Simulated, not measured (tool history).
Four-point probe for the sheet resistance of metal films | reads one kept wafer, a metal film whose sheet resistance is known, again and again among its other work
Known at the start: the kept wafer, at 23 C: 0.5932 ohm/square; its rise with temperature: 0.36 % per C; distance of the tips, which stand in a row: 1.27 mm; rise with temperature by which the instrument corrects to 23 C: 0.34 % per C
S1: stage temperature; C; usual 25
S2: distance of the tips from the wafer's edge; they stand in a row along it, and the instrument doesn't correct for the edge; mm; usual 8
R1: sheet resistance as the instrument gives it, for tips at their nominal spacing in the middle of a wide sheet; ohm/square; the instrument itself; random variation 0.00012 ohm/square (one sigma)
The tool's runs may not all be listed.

Run 1, hour 0.0: usual settings. Result: R1 0.604937 ohm/square.
Run 2, hour 66.8: usual settings. Result: R1 0.605267 ohm/square.
Run 3, hour 118.8: usual settings. Result: R1 0.605269 ohm/square.
Run 4, hour 159.0: usual settings but S2 3 mm. Result: R1 0.649117 ohm/square.
Run 5, hour 222.6: usual settings but S2 30 mm. Result: R1 0.597969 ohm/square.
Run 6, hour 283.5: usual settings but S2 30 mm. Result: R1 0.597653 ohm/square.
Run 7, hour 338.6: usual settings but S1 20 C, S2 59 mm. Result: R1 0.596971 ohm/square.
Run 8, hour 394.3: usual settings but S1 26 C, S2 7 mm. Result: R1 0.607791 ohm/square.

Run 9 comes next. What will it give?
Run 9, hour 443.5: usual settings but S2 4 mm. Result: R1 ?.

Run 9 gave R1 0.627896 ohm/square.
Without the tool's hidden state the same run would have given R1 0.623757 ohm/square.

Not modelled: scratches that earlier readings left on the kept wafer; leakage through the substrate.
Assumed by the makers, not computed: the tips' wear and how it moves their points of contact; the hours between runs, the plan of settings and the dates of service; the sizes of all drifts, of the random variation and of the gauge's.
